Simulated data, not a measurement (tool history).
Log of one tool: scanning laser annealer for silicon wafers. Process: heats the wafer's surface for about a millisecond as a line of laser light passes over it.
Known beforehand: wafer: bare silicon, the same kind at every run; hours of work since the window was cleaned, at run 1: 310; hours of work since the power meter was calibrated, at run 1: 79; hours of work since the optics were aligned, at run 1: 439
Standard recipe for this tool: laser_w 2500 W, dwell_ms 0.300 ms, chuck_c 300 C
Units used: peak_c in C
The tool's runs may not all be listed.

run,hour,laser_w,dwell_ms,chuck_c,hours of work since the window was cleaned,hours of work since the power meter was calibrated,hours of work since the optics were aligned,peak_c
1,0.0,2500,0.300,300,310,79,439,1094
2,5.7,2500,0.300,300,314,83,442,1096
3,11.9,2500,0.300,300,318,87,446,1099
4,21.5,2500,0.300,300,324,93,452,1092
5,27.9,2500,0.300,300,328,97,457,1096
6,35.6,2500,0.300,300,333,102,461,1096
7,40.1,2500,0.300,300,336,105,464,1097
8,46.8,2500,0.267,300,340,109,469,1049
9,52.3,2500,0.300,300,344,112,472,1095
10,61.2,2500,0.300,300,349,118,478,1096
11,71.0,2500,0.300,300,356,124,484,1092
12,79.7,2500,0.300,300,361,130,490,1094
13,87.8,2500,0.300,300,366,135,495,1096
14,95.9,2500,0.300,300,372,140,500,1098
15,103.5,2500,0.300,335,376,145,505,1128
16,110.5,2500,0.300,335,381,150,509,1129
17,115.2,2500,0.300,335,384,153,512,1126
18,123.7,2500,0.300,335,389,158,518,1130
19,128.7,2500,0.300,335,393,161,521,1127
20,134.4,2500,0.300,335,396,165,525,1129
21,144.3,2500,0.300,335,403,171,531,1126
# hour 150.2: optics aligned, line set to its width
22,156.3,2674,0.237,335,407,176,4,1090
23,162.9,2656,0.343,291,411,180,8,1197
24,172.6,2656,0.343,291,417,186,14,1199
25,180.0,2656,0.343,291,422,191,19,1201
# hour 193.7: optics aligned, line set to its width, once more
26,193.7,2656,0.343,291,428,197,0,1204
27,201.7,2656,0.343,291,433,202,5,1205
28,206.5,2656,0.343,291,436,205,8,1208
29,211.1,2208,0.343,278,439,208,11,1021
30,219.6,2605,0.223,299,444,213,17,1016
31,229.3,2171,0.221,299,451,219,23,877
32,238.9,2641,0.300,300,457,225,29,1142
33,245.0,2493,0.323,314,461,229,33,1136
34,250.8,2493,0.323,314,464,233,37,1139
35,259.3,2168,0.374,303,470,239,42,1057
36,265.2,2168,0.374,303,474,242,46,1061
37,272.0,2596,0.305,279,478,247,50,1115
38,281.3,2696,0.285,288,484,253,56,1130
39,288.0,2531,0.300,300,488,257,60,1105
40,294.6,2700,0.359,301,492,261,65,1251
41,300.4,2700,0.359,301,496,265,68,1251

Hidden state or all else? Some run-to-run changes of peak_c, split into what the settings, what came in and random variation would give without the hidden state, and what is left for the hidden state (with any gauge scatter that isn't in both results):
Hidden state present: light that passes the window, % of a clean one's; laser's true power over the reading, %; width of the line over the set one, %; drift of the gauge itself on peak_c, C.
Run 22 -> 23: laser_w 2674 -> 2656, dwell_ms 0.237 -> 0.343, chuck_c 335 -> 291. peak_c +107 C: hidden state -5, all else +112.
Run 25 -> 26: optics aligned, line set to its width, once more. peak_c +3 C: hidden state +5, all else -2.
Run 28 -> 29: laser_w 2656 -> 2208, chuck_c 291 -> 278. peak_c -187 C: hidden state +4, all else -191.
Run 31 -> 32: laser_w 2171 -> 2641, dwell_ms 0.221 -> 0.300, chuck_c 299 -> 300. peak_c +265 C: hidden state -9, all else +274.
Run 39 -> 40: laser_w 2531 -> 2700, dwell_ms 0.300 -> 0.359, chuck_c 300 -> 301. peak_c +146 C: hidden state -5, all else +151.
